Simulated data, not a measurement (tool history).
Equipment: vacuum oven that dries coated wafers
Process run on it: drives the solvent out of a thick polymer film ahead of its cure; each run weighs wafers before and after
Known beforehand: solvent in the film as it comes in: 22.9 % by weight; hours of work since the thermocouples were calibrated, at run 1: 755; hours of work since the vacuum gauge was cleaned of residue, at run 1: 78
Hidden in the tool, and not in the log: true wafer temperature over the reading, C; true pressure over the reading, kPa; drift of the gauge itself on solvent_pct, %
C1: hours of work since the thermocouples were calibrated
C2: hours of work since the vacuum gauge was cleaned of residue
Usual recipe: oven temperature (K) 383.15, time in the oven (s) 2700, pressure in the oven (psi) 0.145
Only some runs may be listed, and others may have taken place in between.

run 1 hour=0.0 | oven_temperature_(K)=383.15 time_in_the_oven_(s)=2700 pressure_in_the_oven_(psi)=0.145 | C1=755 C2=78 | solvent_left_in_the_film_(%)=2.92
run 2 hour=11.7 | oven_temperature_(K)=383.15 time_in_the_oven_(s)=2700 pressure_in_the_oven_(psi)=0.373 | C1=762 C2=85 | solvent_left_in_the_film_(%)=4.21
run 3 hour=22.8 | oven_temperature_(K)=383.15 time_in_the_oven_(s)=2700 pressure_in_the_oven_(psi)=0.373 | C1=769 C2=92 | solvent_left_in_the_film_(%)=4.22
run 4 hour=41.4 | oven_temperature_(K)=383.15 time_in_the_oven_(s)=2700 pressure_in_the_oven_(psi)=0.373 | C1=781 C2=104 | solvent_left_in_the_film_(%)=4.25
run 5 hour=55.1 | oven_temperature_(K)=387.15 time_in_the_oven_(s)=2700 pressure_in_the_oven_(psi)=0.373 | C1=789 C2=112 | solvent_left_in_the_film_(%)=3.15
run 6 hour=76.2 | oven_temperature_(K)=383.15 time_in_the_oven_(s)=3360 pressure_in_the_oven_(psi)=0.145 | C1=802 C2=126 | solvent_left_in_the_film_(%)=2.11
run 7 hour=94.1 | oven_temperature_(K)=383.15 time_in_the_oven_(s)=3360 pressure_in_the_oven_(psi)=0.145 | C1=813 C2=137 | solvent_left_in_the_film_(%)=2.13
run 8 hour=112.3 | oven_temperature_(K)=383.15 time_in_the_oven_(s)=3360 pressure_in_the_oven_(psi)=0.216 | C1=825 C2=148 | solvent_left_in_the_film_(%)=2.51
run 9 hour=122.2 | oven_temperature_(K)=383.15 time_in_the_oven_(s)=1740 pressure_in_the_oven_(psi)=0.145 | C1=831 C2=154 | solvent_left_in_the_film_(%)=5.29
run 10 hour=133.5 | oven_temperature_(K)=383.15 time_in_the_oven_(s)=1740 pressure_in_the_oven_(psi)=0.145 | C1=838 C2=161 | solvent_left_in_the_film_(%)=5.32
run 11 hour=149.4 | oven_temperature_(K)=383.15 time_in_the_oven_(s)=2700 pressure_in_the_oven_(psi)=0.145 | C1=848 C2=171 | solvent_left_in_the_film_(%)=2.95
run 12 hour=170.1 | oven_temperature_(K)=373.15 time_in_the_oven_(s)=2700 pressure_in_the_oven_(psi)=0.145 | C1=861 C2=184 | solvent_left_in_the_film_(%)=6.50
run 13 hour=181.8 | oven_temperature_(K)=373.15 time_in_the_oven_(s)=2700 pressure_in_the_oven_(psi)=0.145 | C1=868 C2=191 | solvent_left_in_the_film_(%)=6.63
-- hour=184.8 oven's thermocouples calibrated
run 14 hour=199.3 | oven_temperature_(K)=373.15 time_in_the_oven_(s)=2700 pressure_in_the_oven_(psi)=0.145 | C1=9 C2=201 | solvent_left_in_the_film_(%)=6.57
run 15 hour=211.0 | oven_temperature_(K)=373.15 time_in_the_oven_(s)=2700 pressure_in_the_oven_(psi)=0.145 | C1=16 C2=208 | solvent_left_in_the_film_(%)=6.60
run 16 hour=224.2 | oven_temperature_(K)=383.15 time_in_the_oven_(s)=2700 pressure_in_the_oven_(psi)=0.145 | C1=25 C2=216 | solvent_left_in_the_film_(%)=2.92
run 17 hour=234.7 | oven_temperature_(K)=383.15 time_in_the_oven_(s)=2700 pressure_in_the_oven_(psi)=0.145 | C1=31 C2=223 | solvent_left_in_the_film_(%)=3.00
run 18 hour=244.9 | oven_temperature_(K)=383.15 time_in_the_oven_(s)=2700 pressure_in_the_oven_(psi)=0.145 | C1=37 C2=229 | solvent_left_in_the_film_(%)=2.92
run 19 hour=258.3 | oven_temperature_(K)=383.15 time_in_the_oven_(s)=2700 pressure_in_the_oven_(psi)=0.145 | C1=46 C2=238 | solvent_left_in_the_film_(%)=2.92
run 20 hour=279.6 | oven_temperature_(K)=383.15 time_in_the_oven_(s)=2700 pressure_in_the_oven_(psi)=0.145 | C1=59 C2=251 | solvent_left_in_the_film_(%)=2.94
run 21 hour=295.2 | oven_temperature_(K)=383.15 time_in_the_oven_(s)=2700 pressure_in_the_oven_(psi)=0.145 | C1=69 C2=261 | solvent_left_in_the_film_(%)=2.98
run 22 hour=309.5 | oven_temperature_(K)=386.15 time_in_the_oven_(s)=2700 pressure_in_the_oven_(psi)=0.145 | C1=78 C2=269 | solvent_left_in_the_film_(%)=2.22
run 23 hour=322.1 | oven_temperature_(K)=374.15 time_in_the_oven_(s)=2580 pressure_in_the_oven_(psi)=0.181 | C1=85 C2=277 | solvent_left_in_the_film_(%)=6.65
run 24 hour=331.4 | oven_temperature_(K)=383.15 time_in_the_oven_(s)=2700 pressure_in_the_oven_(psi)=0.107 | C1=91 C2=283 | solvent_left_in_the_film_(%)=2.79

Run 25 is up next; what results do you expect?
run 25 hour=351.4 | oven_temperature_(K)=383.15 time_in_the_oven_(s)=2760 pressure_in_the_oven_(psi)=0.107 | C1=104 C2=296 | solvent_left_in_the_film_(%)=?

Run 25 measured solvent left in the film (%) 2.66.
Take away the tool's hidden state, keep the run-to-run variation as it was, and the same run would have given solvent left in the film (%) 2.66.

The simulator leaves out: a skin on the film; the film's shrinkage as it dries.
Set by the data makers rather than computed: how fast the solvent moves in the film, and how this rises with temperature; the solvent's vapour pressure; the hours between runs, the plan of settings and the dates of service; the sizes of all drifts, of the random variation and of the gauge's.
